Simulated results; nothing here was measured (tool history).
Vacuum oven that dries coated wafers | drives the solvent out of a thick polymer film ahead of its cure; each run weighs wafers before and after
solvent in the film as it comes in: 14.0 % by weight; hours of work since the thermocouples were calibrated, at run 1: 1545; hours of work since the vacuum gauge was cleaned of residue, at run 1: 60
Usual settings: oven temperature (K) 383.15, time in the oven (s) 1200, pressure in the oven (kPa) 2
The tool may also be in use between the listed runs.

| run | hour | oven temperature (K) | time in the oven (s) | pressure in the oven (kPa) | hours of work since the thermocouples were calibrated | hours of work since the vacuum gauge was cleaned of residue | solvent left in the film (%) |
|---|---|---|---|---|---|---|---|
| 1 | 0 | 383.15 | 1200 | 2 | 1545 | 60 | 3.16 |
| 2 | 17.6 | 383.15 | 1200 | 2 | 1553 | 67 | 3.18 |
| 3 | 37.3 | 383.15 | 1200 | 2 | 1561 | 75 | 3.22 |
| 4 | 55.8 | 370.15 | 1200 | 2 | 1568 | 83 | 5.56 |
| 5 | 68 | 370.15 | 1200 | 2 | 1573 | 88 | 5.58 |
| 6 | 87.5 | 383.15 | 780 | 2 | 1581 | 96 | 4.74 |
| 7 | 108.2 | 377.15 | 780 | 2 | 1590 | 104 | 5.77 |
| 8 | 120.5 | 383.15 | 1200 | 2 | 1595 | 109 | 3.24 |
| 9 | 141.7 | 383.15 | 1200 | 1.54 | 1604 | 118 | 2.95 |
| 10 | 152.9 | 383.15 | 1200 | 1.54 | 1608 | 122 | 2.93 |
| 11 | 165.2 | 383.15 | 1740 | 2 | 1613 | 127 | 2.26 |
| 12 | 180.2 | 383.15 | 1740 | 2 | 1619 | 134 | 2.2 |
|  | 184.3 | oven's thermocouples calibrated |
| 13 | 204.2 | 383.15 | 1200 | 1.43 | 8 | 143 | 2.66 |
| 14 | 218.7 | 383.15 | 1200 | 2 | 14 | 149 | 3.03 |
| 15 | 231.5 | 383.15 | 1200 | 7.01 | 19 | 154 | 5.63 |
| 16 | 253.7 | 383.15 | 1200 | 7.01 | 28 | 163 | 5.66 |
| 17 | 271.6 | 383.15 | 1200 | 2.86 | 36 | 170 | 3.45 |
| 18 | 286.5 | 383.15 | 1200 | 2.86 | 42 | 176 | 3.47 |
| 19 | 295.7 | 376.15 | 1200 | 2 | 46 | 180 | 4.18 |
| 20 | 309.9 | 383.15 | 780 | 2 | 52 | 186 | 4.47 |
|  | 312.9 | vacuum gauge cleaned of residue and calibrated |
| 21 | 321.2 | 392.15 | 1440 | 4.64 | 56 | 3 | 2.65 |
| 22 | 335.8 | 392.15 | 1440 | 4.64 | 62 | 9 | 2.67 |
| 23 | 346.3 | 392.15 | 1440 | 2.53 | 66 | 14 | 1.74 |
| 24 | 360.8 | 392.15 | 2040 | 5.71 | 72 | 20 | 2.77 |
|  | 366.3 | vacuum gauge cleaned of residue and calibrated, once more |
| 25 | 374.7 | 393.15 | 1200 | 5.16 | 77 | 3 | 3.04 |
| 26 | 397.1 | 368.15 | 780 | 3.56 | 86 | 13 | 8.2 |
| 27 | 407.6 | 397.15 | 660 | 4.01 | 90 | 17 | 3.53 |
| 28 | 421.4 | 397.15 | 660 | 4.01 | 96 | 23 | 3.55 |
| 29 | 436.5 | 385.15 | 1140 | 3.17 | 102 | 29 | 3.54 |
| 30 | 459.4 | 381.15 | 1260 | 5.66 | 112 | 38 | 5.23 |
| 31 | 473.5 | 395.15 | 780 | 1.98 | 117 | 44 | 2.67 |
| 32 | 495.3 | 395.15 | 780 | 1.98 | 126 | 53 | 2.6 |
| 33 | 505.4 | 393.15 | 780 | 4.44 | 130 | 57 | 3.77 |
| 34 | 515.4 | 393.15 | 780 | 4.44 | 135 | 61 | 3.82 |
| 35 | 528.6 | 386.15 | 660 | 3.82 | 140 | 67 | 5.43 |
| 36 | 546.3 | 386.15 | 660 | 3.82 | 147 | 74 | 5.34 |

Run 37 comes next. What will it give?
| 37 | 556.8 | 380.15 | 960 | 3.56 | 152 | 78 | ? |

{"run 37": {"solvent left in the film (%)": 5.09}}
Without the tool's hidden state the same run would have given solvent left in the film (%) 5.05.
